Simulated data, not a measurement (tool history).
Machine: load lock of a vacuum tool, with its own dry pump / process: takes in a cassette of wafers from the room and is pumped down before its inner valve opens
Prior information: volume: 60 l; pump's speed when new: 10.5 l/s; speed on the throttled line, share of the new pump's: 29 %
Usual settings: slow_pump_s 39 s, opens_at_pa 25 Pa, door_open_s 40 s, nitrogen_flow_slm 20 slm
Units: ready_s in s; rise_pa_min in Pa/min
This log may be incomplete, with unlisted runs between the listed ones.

| run | day | slow_pump_s | opens_at_pa | door_open_s | nitrogen_flow_slm | incoming humidity of the room's air, % | ready_s | rise_pa_min |
|---|---|---|---|---|---|---|---|---|
| 1 | 0.000 | 39 | 25 | 40 | 20 | 42.4 | 74.6 | 0.015 |
| 2 | 3.125 | 22 | 25 | 40 | 20 | 45.8 | 63.8 | 0.023 |
| 3 | 9.088 | 22 | 25 | 40 | 20 | 47.7 | 63.0 | 0.015 |
| 4 | 12.942 | 22 | 25 | 40 | 20 | 45.8 | 62.9 | 0.017 |
| 5 | 16.362 | 39 | 25 | 40 | 20 | 42.1 | 74.8 | 0.017 |
| 6 | 22.162 | 39 | 25 | 40 | 20 | 45.2 | 75.3 | 0.017 |
| 7 | 26.096 | 39 | 25 | 28 | 20 | 44.9 | 74.8 | 0.015 |
| 8 | 31.038 | 39 | 25 | 28 | 20 | 45.5 | 75.4 | 0.013 |
| 9 | 35.742 | 39 | 25 | 28 | 20 | 41.6 | 75.6 | 0.017 |
| 10 | 42.096 | 39 | 25 | 28 | 20 | 43.5 | 74.9 | 0.019 |
| 11 | 48.208 | 22 | 25 | 28 | 20 | 45.1 | 63.0 | 0.012 |
| 12 | 53.196 | 22 | 25 | 28 | 20 | 40.8 | 64.1 | 0.016 |
| 13 | 56.596 | 22 | 25 | 28 | 20 | 44.1 | 63.7 | 0.018 |
| 14 | 60.325 | 22 | 25 | 28 | 20 | 48.3 | 63.4 | 0.022 |
| 15 | 66.721 | 39 | 25 | 40 | 42 | 44.7 | 75.3 | 0.014 |
| 16 | 69.904 | 39 | 25 | 40 | 42 | 45.9 | 75.9 | 0.013 |
| 17 | 73.996 | 39 | 25 | 40 | 42 | 41.3 | 74.7 | 0.007 |
| 18 | 76.767 | 39 | 25 | 40 | 20 | 45.5 | 76.8 | 0.020 |
| 19 | 81.529 | 39 | 25 | 40 | 20 | 44.6 | 75.0 | 0.020 |
| 20 | 85.683 | 26 | 34 | 40 | 20 | 45.5 | 63.6 | 0.017 |
| 21 | 89.067 | 39 | 25 | 40 | 5 | 45.7 | 75.2 | 0.035 |
| 22 | 92.588 | 39 | 25 | 40 | 5 | 46.7 | 76.4 | 0.036 |
| 23 | 96.879 | 39 | 44 | 134 | 5 | 46.9 | 73.3 | 0.073 |
| 24 | 99.754 | 47 | 25 | 35 | 20 | 43.9 | 81.0 | 0.015 |
| 25 | 104.900 | 47 | 25 | 35 | 4 | 47.0 | 81.7 | 0.037 |
| 26 | 108.321 | 50 | 32 | 30 | 22 | 45.1 | 81.7 | 0.017 |
| 27 | 111.446 | 50 | 34 | 30 | 22 | 44.9 | 81.5 | 0.021 |
| 28 | 115.542 | 29 | 25 | 113 | 20 | 46.6 | 68.8 | 0.037 |
| 29 | 121.588 | 39 | 28 | 40 | 6 | 46.3 | 74.6 | 0.035 |
| 30 | 124.321 | 31 | 21 | 40 | 35 | 41.4 | 70.7 | 0.009 |
| 31 | 128.383 | 31 | 26 | 40 | 35 | 45.6 | 69.9 | 0.006 |
| 32 | 131.767 | 63 | 25 | 40 | 9 | 44.6 | 91.9 | 0.028 |
| 33 | 137.850 | 63 | 25 | 40 | 15 | 46.2 | 93.2 | 0.028 |
| 34 | 141.779 | 66 | 45 | 101 | 11 | 44.2 | 91.5 | 0.037 |
| 35 | 145.938 | 39 | 25 | 40 | 7 | 45.0 | 75.0 | 0.033 |
| 36 | 149.667 | 39 | 25 | 104 | 7 | 45.2 | 74.8 | 0.054 |

The log once held 1 entry between its listed runs, left out of this copy. Where does each go, and what is different about the tool's unlogged condition between the listed run before it and the listed run after it?
Between runs 32 and 33: dry pump taken out, an overhauled one fitted (day 134.192)
  both runs share identical hidden conditions
